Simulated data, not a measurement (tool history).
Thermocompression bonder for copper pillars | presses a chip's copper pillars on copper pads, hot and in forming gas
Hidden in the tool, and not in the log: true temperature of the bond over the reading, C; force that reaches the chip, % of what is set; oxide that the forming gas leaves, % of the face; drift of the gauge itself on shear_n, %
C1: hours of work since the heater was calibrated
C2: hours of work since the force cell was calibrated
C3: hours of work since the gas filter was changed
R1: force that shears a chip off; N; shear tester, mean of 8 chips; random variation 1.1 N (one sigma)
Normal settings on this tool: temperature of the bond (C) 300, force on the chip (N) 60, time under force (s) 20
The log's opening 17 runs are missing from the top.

run 18 hour=506.1 | temperature_of_the_bond_(C)=300 force_on_the_chip_(N)=60 time_under_force_(s)=20 | C1=1093 C2=387 C3=305 | R1=83.4
-- hour=541.8 forming gas filter changed
run 19 hour=544.5 | temperature_of_the_bond_(C)=300 force_on_the_chip_(N)=41 time_under_force_(s)=20 | C1=1121 C2=415 C3=2 | R1=64.7
run 20 hour=571.2 | temperature_of_the_bond_(C)=277 force_on_the_chip_(N)=60 time_under_force_(s)=20 | C1=1141 C2=435 C3=22 | R1=68.6
run 21 hour=602.7 | temperature_of_the_bond_(C)=277 force_on_the_chip_(N)=60 time_under_force_(s)=20 | C1=1165 C2=458 C3=45 | R1=68.1
run 22 hour=641.8 | temperature_of_the_bond_(C)=314 force_on_the_chip_(N)=60 time_under_force_(s)=20 | C1=1194 C2=488 C3=75 | R1=100.1
-- hour=649.9 heater calibrated with a thermocouple chip
run 23 hour=663.3 | temperature_of_the_bond_(C)=283 force_on_the_chip_(N)=60 time_under_force_(s)=20 | C1=10 C2=502 C3=89 | R1=78.1
run 24 hour=690.4 | temperature_of_the_bond_(C)=304 force_on_the_chip_(N)=60 time_under_force_(s)=57 | C1=30 C2=522 C3=109 | R1=125.0
run 25 hour=726.4 | temperature_of_the_bond_(C)=304 force_on_the_chip_(N)=60 time_under_force_(s)=57 | C1=57 C2=549 C3=136 | R1=124.8
run 26 hour=752.9 | temperature_of_the_bond_(C)=304 force_on_the_chip_(N)=55 time_under_force_(s)=15 | C1=77 C2=569 C3=156 | R1=83.0
run 27 hour=778.4 | temperature_of_the_bond_(C)=298 force_on_the_chip_(N)=58 time_under_force_(s)=14 | C1=96 C2=588 C3=175 | R1=79.5
run 28 hour=803.6 | temperature_of_the_bond_(C)=300 force_on_the_chip_(N)=61 time_under_force_(s)=20 | C1=115 C2=607 C3=194 | R1=91.7
run 29 hour=825.8 | temperature_of_the_bond_(C)=276 force_on_the_chip_(N)=86 time_under_force_(s)=12 | C1=131 C2=623 C3=210 | R1=78.3
run 30 hour=848.3 | temperature_of_the_bond_(C)=276 force_on_the_chip_(N)=86 time_under_force_(s)=12 | C1=148 C2=640 C3=227 | R1=77.1
run 31 hour=879.7 | temperature_of_the_bond_(C)=300 force_on_the_chip_(N)=37 time_under_force_(s)=15 | C1=171 C2=664 C3=250 | R1=55.8
run 32 hour=908.4 | temperature_of_the_bond_(C)=300 force_on_the_chip_(N)=41 time_under_force_(s)=50 | C1=193 C2=685 C3=272 | R1=91.1
run 33 hour=929.5 | temperature_of_the_bond_(C)=301 force_on_the_chip_(N)=54 time_under_force_(s)=22 | C1=208 C2=701 C3=288 | R1=84.3
run 34 hour=967.0 | temperature_of_the_bond_(C)=301 force_on_the_chip_(N)=54 time_under_force_(s)=22 | C1=236 C2=729 C3=316 | R1=83.7
-- hour=988.7 forming gas filter changed
run 35 hour=990.6 | temperature_of_the_bond_(C)=273 force_on_the_chip_(N)=55 time_under_force_(s)=58 | C1=254 C2=746 C3=1 | R1=92.2
run 36 hour=1017.1 | temperature_of_the_bond_(C)=273 force_on_the_chip_(N)=51 time_under_force_(s)=58 | C1=273 C2=766 C3=21 | R1=86.5
run 37 hour=1035.7 | temperature_of_the_bond_(C)=283 force_on_the_chip_(N)=44 time_under_force_(s)=33 | C1=287 C2=779 C3=35 | R1=68.6
run 38 hour=1069.9 | temperature_of_the_bond_(C)=295 force_on_the_chip_(N)=88 time_under_force_(s)=15 | C1=313 C2=805 C3=60 | R1=105.6
run 39 hour=1095.8 | temperature_of_the_bond_(C)=295 force_on_the_chip_(N)=88 time_under_force_(s)=15 | C1=332 C2=824 C3=80 | R1=103.1

5 options for the next run, each taken on its own from the tool as it stands now. Forecast them:
run A hour=1137.6 | temperature_of_the_bond_(C)=290 force_on_the_chip_(N)=60 time_under_force_(s)=20 | C1=363 C2=855 C3=111 | R1=?
run B hour=1137.6 | temperature_of_the_bond_(C)=282 force_on_the_chip_(N)=86 time_under_force_(s)=11 | C1=363 C2=855 C3=111 | R1=?
run C hour=1137.6 | temperature_of_the_bond_(C)=285 force_on_the_chip_(N)=78 time_under_force_(s)=15 | C1=363 C2=855 C3=111 | R1=?
run D hour=1137.6 | temperature_of_the_bond_(C)=329 force_on_the_chip_(N)=88 time_under_force_(s)=15 | C1=363 C2=855 C3=111 | R1=?
run E hour=1137.6 | temperature_of_the_bond_(C)=285 force_on_the_chip_(N)=88 time_under_force_(s)=15 | C1=363 C2=855 C3=111 | R1=?

run=A R1=80.7
run=B R1=79.7
run=C R1=85.2
run=D R1=130.2
run=E R1=92.3
With no hidden state in the tool, these same runs would have given:
run=A R1=87.7
run=B R1=86.8
run=C R1=92.5
run=D R1=137.3
run=E R1=99.8
